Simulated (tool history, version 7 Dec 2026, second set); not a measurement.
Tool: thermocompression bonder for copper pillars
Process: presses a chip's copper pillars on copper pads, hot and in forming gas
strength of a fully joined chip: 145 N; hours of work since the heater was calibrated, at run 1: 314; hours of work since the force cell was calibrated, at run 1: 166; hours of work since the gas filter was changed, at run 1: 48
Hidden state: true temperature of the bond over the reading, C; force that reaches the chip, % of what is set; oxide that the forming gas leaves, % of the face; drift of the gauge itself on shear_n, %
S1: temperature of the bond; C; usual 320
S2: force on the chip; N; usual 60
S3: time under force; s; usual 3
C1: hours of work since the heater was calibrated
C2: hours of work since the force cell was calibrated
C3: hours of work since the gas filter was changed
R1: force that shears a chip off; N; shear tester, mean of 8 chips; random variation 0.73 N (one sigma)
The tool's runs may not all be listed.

run   hour   S1  S2  S3   C1   C2   C3     R1
  1      0  320  60   3  314  166   48   96.8
  2   20.3  320  60   3  331  183   65   96.6
  3   57.1  320  60   3  360  212   94   96.2
  4  101.3  320  60   3  395  247  129   94.2
       127  -- forming gas filter changed
  5    138  320  36   3  424  276    9   74.1
  6  157.6  320  60   3  440  292   24     98
  7  189.3  320  60   3  466  317   50   96.3
  8  224.7  320  60   3  494  346   78   96.1
  9  263.2  320  41   3  525  376  109   77.2
 10  283.4  320  41   3  541  393  125   77.4
 11  310.9  309  41   3  563  415  147   71.4
     317.3  -- forming gas filter changed
 12  343.9  309  43   3  589  441   21     75
 13  364.8  320  60   8  605  457   38  119.1
 14  387.2  320  60   2  623  475   56   86.1
 15  406.7  320  60   2  639  491   72   86.6
 16  428.3  320  60   3  656  508   89   94.9
 17  450.9  327  50   8  674  526  107  114.3
 18  475.4  339  48   8  694  546  126  117.3
 19    503  305  38   7  716  568  149   85.3
     505.6  -- forming gas filter changed
 20  536.4  329  46   5  742  594   25  102.8
 21  557.1  329  63   8  759  611   41  125.1
 22    579  320  60   2  776  628   59     85
 23  599.5  326  60   6  793  645   75  114.9
 24  628.1  316  70   2  816  668   98   88.8
 25  648.4  316  70   2  832  684  114   87.9
 26  690.8  316  70   2  866  718  148   87.8
       695  -- forming gas filter changed
 27    712  316  70   2  882  734   14   91.4
 28  751.2  316  70   2  914  766   45   90.5
 29  790.6  292  60   3  945  797   76   77.1
 30  812.7  292  60   3  963  815   94   76.8
 31    852  325  60   3  994  846  126   96.1

Forecast each of these 4 alternatives for the next run:
  A  869.9  292  60   3  1009  860  140   ?
  B  869.9  325  60   5  1009  860  140   ?
  C  869.9  336  37   3  1009  860  140   ?
  D  869.9  320  60   3  1009  860  140   ?

run     R1
  A   76.3
  B  106.4
  C   79.9
  D   93.6
Without the tool's hidden state the same runs would have given:
run     R1
  A   82.5
  B  113.2
  C   85.8
  D  100.2

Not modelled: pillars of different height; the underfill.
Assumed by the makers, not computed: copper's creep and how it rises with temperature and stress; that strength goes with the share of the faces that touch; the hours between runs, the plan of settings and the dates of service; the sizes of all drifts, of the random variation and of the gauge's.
